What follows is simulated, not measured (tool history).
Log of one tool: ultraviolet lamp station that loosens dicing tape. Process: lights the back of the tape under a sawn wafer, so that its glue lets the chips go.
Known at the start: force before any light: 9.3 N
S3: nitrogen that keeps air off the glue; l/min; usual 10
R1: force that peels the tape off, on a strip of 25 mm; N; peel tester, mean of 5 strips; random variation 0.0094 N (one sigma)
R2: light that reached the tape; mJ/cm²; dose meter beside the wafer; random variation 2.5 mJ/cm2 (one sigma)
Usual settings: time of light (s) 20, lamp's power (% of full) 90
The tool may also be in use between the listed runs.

Run 1, hour 0.0: usual settings. Result: R1 0.474 N, R2 277 mJ/cm².
Run 2, hour 65.3: usual settings. Result: R1 0.480 N, R2 272 mJ/cm².
Run 3, hour 103.1: usual settings. Result: R1 0.488 N, R2 277 mJ/cm².
Run 4, hour 180.1: usual settings. Result: R1 0.523 N, R2 268 mJ/cm².
Run 5, hour 257.3: usual settings but S3 15 l/min. Result: R1 0.453 N, R2 270 mJ/cm².
Run 6, hour 301.1: usual settings but S3 15 l/min. Result: R1 0.457 N, R2 268 mJ/cm².
Run 7, hour 359.5: usual settings but S3 15 l/min. Result: R1 0.453 N, R2 262 mJ/cm².
Run 8, hour 439.4: usual settings. Result: R1 0.573 N, R2 258 mJ/cm².
Run 9, hour 495.9: usual settings. Result: R1 0.584 N, R2 255 mJ/cm².
Run 10, hour 548.6: usual settings but time of light (s) 30. Result: R1 0.224 N, R2 378 mJ/cm².
Run 11, hour 602.3: usual settings. Result: R1 0.586 N, R2 247 mJ/cm².
Run 12, hour 650.9: usual settings. Result: R1 0.656 N, R2 254 mJ/cm².
Run 13, hour 704.4: usual settings but time of light (s) 18. Result: R1 0.800 N, R2 222 mJ/cm².
Run 14, hour 753.8: usual settings but time of light (s) 18. Result: R1 0.811 N, R2 216 mJ/cm².
Run 15, hour 790.9: usual settings but time of light (s) 18. Result: R1 0.825 N, R2 220 mJ/cm².
Run 16, hour 854.7: usual settings but time of light (s) 18, lamp's power (% of full) 98. Result: R1 0.699 N, R2 233 mJ/cm².
Run 17, hour 914.3: usual settings but time of light (s) 18, lamp's power (% of full) 98. Result: R1 0.724 N, R2 232 mJ/cm².
Run 18, hour 987.1: usual settings but time of light (s) 18, lamp's power (% of full) 98. Result: R1 0.738 N, R2 229 mJ/cm².
Run 19, hour 1062.1: usual settings but time of light (s) 38, lamp's power (% of full) 71, S3 20 l/min. Result: R1 0.226 N, R2 348 mJ/cm².
Run 20, hour 1096.2: usual settings but time of light (s) 16, lamp's power (% of full) 92, S3 20 l/min. Result: R1 0.962 N, R2 190 mJ/cm².
Run 21, hour 1149.2: usual settings but time of light (s) 16, lamp's power (% of full) 92, S3 20 l/min. Result: R1 0.952 N, R2 185 mJ/cm².
Run 22, hour 1193.3: usual settings but lamp's power (% of full) 66. Result: R1 1.463 N, R2 164 mJ/cm².
At hour 1229.0: window cleaned of glue's vapour.
Run 23, hour 1272.2: usual settings but lamp's power (% of full) 97. Result: R1 0.553 N, R2 265 mJ/cm².
Run 24, hour 1331.5: usual settings but time of light (s) 21, lamp's power (% of full) 69. Result: R1 1.105 N, R2 194 mJ/cm².
Run 25, hour 1392.5: usual settings but lamp's power (% of full) 81. Result: R1 0.874 N, R2 211 mJ/cm².
Run 26, hour 1460.6: usual settings but lamp's power (% of full) 81, S3 9 l/min. Result: R1 0.945 N, R2 214 mJ/cm².
Run 27, hour 1542.7: usual settings but time of light (s) 14, lamp's power (% of full) 96, S3 4 l/min. Result: R1 1.835 N, R2 176 mJ/cm².
Run 28, hour 1596.7: usual settings but time of light (s) 14, lamp's power (% of full) 96, S3 4 l/min. Result: R1 1.884 N, R2 171 mJ/cm².
Run 29, hour 1661.7: usual settings but time of light (s) 12, lamp's power (% of full) 93, S3 4 l/min. Result: R1 2.499 N, R2 143 mJ/cm².

5 ways to go on from here, each from the tool as it stands after run 29. What would each give?
Run A, hour 1730.6: usual settings but lamp's power (% of full) 69, S3 16 l/min. Result: R1 ?, R2 ?.
Run B, hour 1730.6: usual settings but time of light (s) 14, lamp's power (% of full) 85, S3 20 l/min. Result: R1 ?, R2 ?.
Run C, hour 1730.6: usual settings but time of light (s) 11, lamp's power (% of full) 93, S3 5 l/min. Result: R1 ?, R2 ?.
Run D, hour 1730.6: usual settings but time of light (s) 14, lamp's power (% of full) 93, S3 4 l/min. Result: R1 ?, R2 ?.
Run E, hour 1730.6: usual settings but time of light (s) 24, lamp's power (% of full) 93, S3 4 l/min. Result: R1 ?, R2 ?.

run     R1   R2
  A  1.192  171
  B  1.419  144
  C  2.655  126
  D  2.022  163
  E  0.743  276
Without the tool's hidden state the same runs would have given:
run     R1   R2
  A  0.645  228
  B  0.803  193
  C  1.776  168
  D  1.252  217
  E  0.373  368

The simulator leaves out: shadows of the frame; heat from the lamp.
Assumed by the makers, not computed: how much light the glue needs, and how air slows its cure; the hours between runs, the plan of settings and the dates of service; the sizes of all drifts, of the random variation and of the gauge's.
